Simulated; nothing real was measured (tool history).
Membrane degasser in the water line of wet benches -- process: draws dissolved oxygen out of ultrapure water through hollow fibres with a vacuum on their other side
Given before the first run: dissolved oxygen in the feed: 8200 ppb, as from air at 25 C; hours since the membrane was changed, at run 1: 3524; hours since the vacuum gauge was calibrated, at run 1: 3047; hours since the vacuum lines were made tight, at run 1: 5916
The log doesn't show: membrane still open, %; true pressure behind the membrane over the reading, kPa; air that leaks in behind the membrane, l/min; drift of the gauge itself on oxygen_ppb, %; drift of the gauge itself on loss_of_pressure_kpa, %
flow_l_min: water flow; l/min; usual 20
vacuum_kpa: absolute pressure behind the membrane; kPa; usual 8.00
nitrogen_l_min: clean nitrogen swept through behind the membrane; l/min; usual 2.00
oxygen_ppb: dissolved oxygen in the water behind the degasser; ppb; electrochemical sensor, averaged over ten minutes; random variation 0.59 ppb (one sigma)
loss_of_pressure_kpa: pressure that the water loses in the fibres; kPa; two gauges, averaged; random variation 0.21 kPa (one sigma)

run    hour  flow_l_min  vacuum_kpa  nitrogen_l_min  hours since the membrane was changed  hours since the vacuum gauge was calibrated  hours since the vacuum lines were made tight  oxygen_ppb  loss_of_pressure_kpa
  1     0.0          20        8.00            2.00                                  3524                                         3047                                          5916       117.5                 50.66
  2    98.4          20        8.00            2.00                                  3622                                         3145                                          6014       116.1                 51.05
  3   187.5          20        8.00            2.00                                  3711                                         3234                                          6103       117.2                 50.88
  4   234.0          20        8.00            2.00                                  3758                                         3281                                          6150       117.1                 50.48
  5   312.4          20        8.00            2.00                                  3836                                         3359                                          6228       116.6                 50.31
      381.3  -- vacuum gauge calibrated
  6   403.1          20        8.00            2.00                                  3926                                           22                                          6319       115.6                 50.83
  7   450.3          20        8.00            2.00                                  3974                                           69                                          6366       115.5                 50.80
  8   528.7          20        8.00            2.00                                  4052                                          147                                          6444       115.7                 50.54
  9   571.3          20        8.00            2.00                                  4095                                          190                                          6487       116.3                 50.61
 10   632.2          20        8.00            2.00                                  4156                                          251                                          6548       114.7                 50.68
 11   722.1          20        8.00            2.00                                  4245                                          341                                          6638       115.7                 50.72
 12   805.5          20        9.23            2.00                                  4329                                          424                                          6721       143.8                 50.98
 13   869.8          20        8.00            2.00                                  4393                                          489                                          6785       114.6                 50.49
 14   930.7          20        8.00            2.00                                  4454                                          549                                          6846       115.9                 50.85
 15  1011.8          20        8.00            2.00                                  4535                                          631                                          6927       115.3                 51.03
 16  1081.5          20        8.00            2.00                                  4605                                          700                                          6997       115.1                 50.69
 17  1167.5          20       15.55            5.47                                  4691                                          786                                          7083       112.9                 50.48
 18  1255.3          12        4.82            2.00                                  4779                                          874                                          7171        23.8                 30.02
 19  1316.1          20        5.48            2.00                                  4839                                          935                                          7231        57.4                 50.48
 20  1402.4          26       12.45            3.41                                  4926                                         1021                                          7318       182.8                 65.98
 21  1471.7          26       12.45            3.41                                  4995                                         1090                                          7387       184.6                 65.78
 22  1548.3          26       12.45            3.41                                  5072                                         1167                                          7464       182.6                 65.95
 23  1631.9          25       12.16            4.48                                  5155                                         1251                                          7547       132.9                 63.70
 24  1676.1          20        9.40            2.00                                  5199                                         1295                                          7591       147.4                 50.94
 25  1723.8          20        9.40            2.00                                  5247                                         1343                                          7639       146.9                 50.75
 26  1768.6          20        9.40            2.00                                  5292                                         1387                                          7684       146.8                 50.50
 27  1866.5          20        8.00            1.62                                  5390                                         1485                                          7782       138.7                 50.48
 28  1916.3          14       11.27            0.97                                  5440                                         1535                                          7832       257.6                 35.66
 29  1985.5          19       11.53            1.40                                  5509                                         1604                                          7901       251.8                 48.08
 30  2053.0          19       13.31            1.07                                  5576                                         1672                                          7968       386.0                 47.87
 31  2133.2          20        8.00            0.99                                  5656                                         1752                                          8049       212.2                 50.72

Below are 4 alternative next runs, each starting from the tool's condition after run 31. Predict each:
  A  2209.3          28        7.58            0.92                                  5733                                         1828                                          8125           ?                     ?
  B  2209.3          20       18.62            2.16                                  5733                                         1828                                          8125           ?                     ?
  C  2209.3          20        8.00            2.00                                  5733                                         1828                                          8125           ?                     ?
  D  2209.3          14        8.69            2.90                                  5733                                         1828                                          8125           ?                     ?

run  oxygen_ppb  loss_of_pressure_kpa
  A       295.9                 71.27
  B       324.0                 50.97
  C       114.1                 50.62
  D        63.5                 35.69
Had the tool no hidden state, the same runs would have come out as:
run  oxygen_ppb  loss_of_pressure_kpa
  A       302.5                 71.24
  B       331.3                 50.95
  C       116.6                 50.61
  D        64.9                 35.67

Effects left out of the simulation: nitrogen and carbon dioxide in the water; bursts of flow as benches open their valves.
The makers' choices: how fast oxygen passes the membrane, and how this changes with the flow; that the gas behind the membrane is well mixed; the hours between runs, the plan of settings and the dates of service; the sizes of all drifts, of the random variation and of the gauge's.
